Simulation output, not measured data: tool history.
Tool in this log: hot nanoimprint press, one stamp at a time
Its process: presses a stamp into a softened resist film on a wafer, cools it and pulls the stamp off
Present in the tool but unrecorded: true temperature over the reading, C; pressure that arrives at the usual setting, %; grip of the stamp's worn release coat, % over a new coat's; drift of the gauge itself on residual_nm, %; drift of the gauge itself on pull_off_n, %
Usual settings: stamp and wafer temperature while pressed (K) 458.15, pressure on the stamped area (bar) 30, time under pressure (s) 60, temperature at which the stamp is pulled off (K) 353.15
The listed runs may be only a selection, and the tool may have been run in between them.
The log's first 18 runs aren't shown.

run   hour  stamp and wafer temperature while pressed (K)  pressure on the stamped area (bar)  time under pressure (s)  temperature at which the stamp is pulled off (K)  hours of work since the thermocouple was calibrated  imprints on the stamp's release coat  hours of work since the press's seals were changed  resist left under the stamp's widest pad (angstrom)  greatest force while the stamp is pulled off (N)
 19  532.8                                         447.15                                43.3                       45                                            343.15                                                  227                                   143                                                 307                                                 4232                                               241
 20  561.6                                         449.15                                  48                       60                                            353.15                                                  240                                   209                                                 319                                                 3458                                               223
 21  580.7                                         449.15                                  48                       60                                            353.15                                                  248                                   253                                                 327                                                 3508                                               223
 22  596.1                                         458.15                                  30                      118                                            353.15                                                  255                                   289                                                 334                                                 2565                                               223
 23  622.7                                         458.15                                  30                      118                                            353.15                                                  267                                   350                                                 346                                                 2601                                               227
 24  654.7                                         458.15                                  30                      118                                            353.15                                                  281                                   424                                                 360                                                 2579                                               219
 25  674.6                                         458.15                                20.7                      118                                            359.15                                                  289                                   470                                                 368                                                 3066                                               211
 26  710.1                                         458.15                                20.7                      118                                            359.15                                                  305                                   552                                                 384                                                 3031                                               202
 27  735.4                                         458.15                                20.7                      118                                            359.15                                                  316                                   610                                                 395                                                 3069                                               206
 28  765.9                                         458.15                                20.7                      118                                            359.15                                                  329                                   680                                                 408                                                 2994                                               206
 29  790.7                                         458.15                                20.7                      118                                            359.15                                                  340                                   738                                                 419                                                 3071                                               203
 30  819.2                                         458.15                                28.6                       60                                            357.15                                                  352                                   803                                                 432                                                 3448                                               212

Alternative continuations, all from the tool just after run 30; predict every row:
     848.3  -- stamp cleaned and given a new release coat
  A  862.1                                         458.15                                28.6                      101                                            357.15                                                  368                                    32                                                 448                                                    ?                                                 ?
     848.3  -- stamp cleaned and given a new release coat
  B  862.1                                         452.15                                28.6                       38                                            345.15                                                  368                                    32                                                 448                                                    ?                                                 ?
     848.3  -- stamp cleaned and given a new release coat
  C  862.1                                         464.15                                  30                       85                                            339.15                                                  368                                    32                                                 448                                                    ?                                                 ?

run  resist left under the stamp's widest pad (angstrom)  greatest force while the stamp is pulled off (N)
  A                                                 2788                                               213
  B                                                 4563                                               241
  C                                                 2520                                               265
Take away the tool's hidden state, keep each run's random variation, and the runs would have read:
run  resist left under the stamp's widest pad (angstrom)  greatest force while the stamp is pulled off (N)
  A                                                 2795                                               213
  B                                                 4571                                               241
  C                                                 2526                                               265
